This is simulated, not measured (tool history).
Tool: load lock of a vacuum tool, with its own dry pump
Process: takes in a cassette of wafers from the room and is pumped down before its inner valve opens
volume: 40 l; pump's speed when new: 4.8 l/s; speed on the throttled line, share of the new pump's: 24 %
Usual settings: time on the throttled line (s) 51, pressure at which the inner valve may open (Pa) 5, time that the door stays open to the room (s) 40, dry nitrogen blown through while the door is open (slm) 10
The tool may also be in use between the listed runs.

run	day	time on the throttled line (s)	pressure at which the inner valve may open (Pa)	time that the door stays open to the room (s)	dry nitrogen blown through while the door is open (slm)	incoming humidity of the room's air, %	time from the closed door until the inner valve may open (s)	rise of the pressure with all valves shut (Pa/min)
1	0	51	5	40	10	43.1	132.3	0.076
2	3.308	51	5	40	10	47.5	133.7	0.09
3	6.988	51	5	40	10	42.7	132.9	0.089
4	12.804	96	5	40	10	45	166.9	0.096
5	18.683	51	5	40	10	43.6	134.1	0.107
6	21.917	51	5	40	10	48	133.3	0.11
7	24.7	51	5	40	10	46.2	133.3	0.108
8	28.817	51	5	40	10	45.2	134.1	0.109
9	34.796	51	5	40	10	45.3	135	0.119
10	40.625	51	5	40	10	43.3	135.1	0.119
11	44.396	51	5	46	33	44.7	134.3	0.123
12	49.879	68	9	55	9	44.9	139.9	0.148
13	56.667	68	9	55	9	46.7	140.1	0.157
14	61.196	88	7	27	9	46.7	157.7	0.148
15	67.358	88	7	27	9	41	157.7	0.157
16	70.446	55	7	40	28	46.2	134.9	0.159
17	73.462	33	5	132	32	45.4	123.3	0.18
18	77.162	33	5	132	32	43.9	123.2	0.185
19	83.933	39	5	25	32	44.5	127.3	0.183

Forecast each of these 4 alternatives for the next run:
A	90.512	40	5	25	32	47	?	?
B	90.512	51	5	115	10	45.2	?	?
C	90.512	100	5	40	10	45.1	?	?
D	90.512	39	5	142	31	43.7	?	?

run	time from the closed door until the inner valve may open (s)	rise of the pressure with all valves shut (Pa/min)
A	129.5	0.186
B	138.1	0.226
C	171.8	0.191
D	127.8	0.201
Without the tool's hidden state the same runs would have given:
run	time from the closed door until the inner valve may open (s)	rise of the pressure with all valves shut (Pa/min)
A	116.1	0.011
B	125.2	0.051
C	160.9	0.019
D	114.6	0.024
